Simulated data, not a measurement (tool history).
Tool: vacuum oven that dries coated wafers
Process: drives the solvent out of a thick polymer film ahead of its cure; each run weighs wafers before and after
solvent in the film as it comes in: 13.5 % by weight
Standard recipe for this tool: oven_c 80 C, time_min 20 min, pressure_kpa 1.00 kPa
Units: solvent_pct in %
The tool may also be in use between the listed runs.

run	hour	oven_c	time_min	pressure_kpa	solvent_pct
1	0.0	80	20	1.00	1.52
2	16.0	80	20	1.00	1.54
3	52.8	80	20	1.00	1.50
4	70.2	94	20	1.00	0.33
5	90.9	94	20	1.00	0.34
6	128.1	94	20	1.00	0.27
# hour 138.2: oven's thermocouples calibrated
7	151.3	94	20	1.00	0.35
8	188.7	94	20	1.00	0.25
9	224.2	94	20	1.00	0.34
10	262.0	94	20	1.00	0.26
# hour 293.0: oven's thermocouples calibrated, once more
11	298.9	94	20	1.00	0.33
12	316.5	94	20	1.00	0.39
13	351.3	94	20	1.00	0.37
14	379.5	94	20	1.00	0.36
15	402.1	89	13	1.34	1.37
16	423.8	89	13	1.34	1.38
17	453.9	89	13	1.34	1.43
18	479.1	87	13	0.50	1.50
19	516.2	88	13	0.90	1.39
20	549.8	84	17	1.00	1.40
21	573.2	80	20	1.05	1.73
22	609.9	82	20	2.54	1.81
23	630.9	82	20	2.54	1.78
24	667.7	84	20	1.81	1.28

For run 25, what comes out?
25	703.5	85	20	0.75	?

{"run 25": {"solvent_pct": 0.94}}
With no hidden state in the tool, this same run would have given solvent_pct 0.97 %.
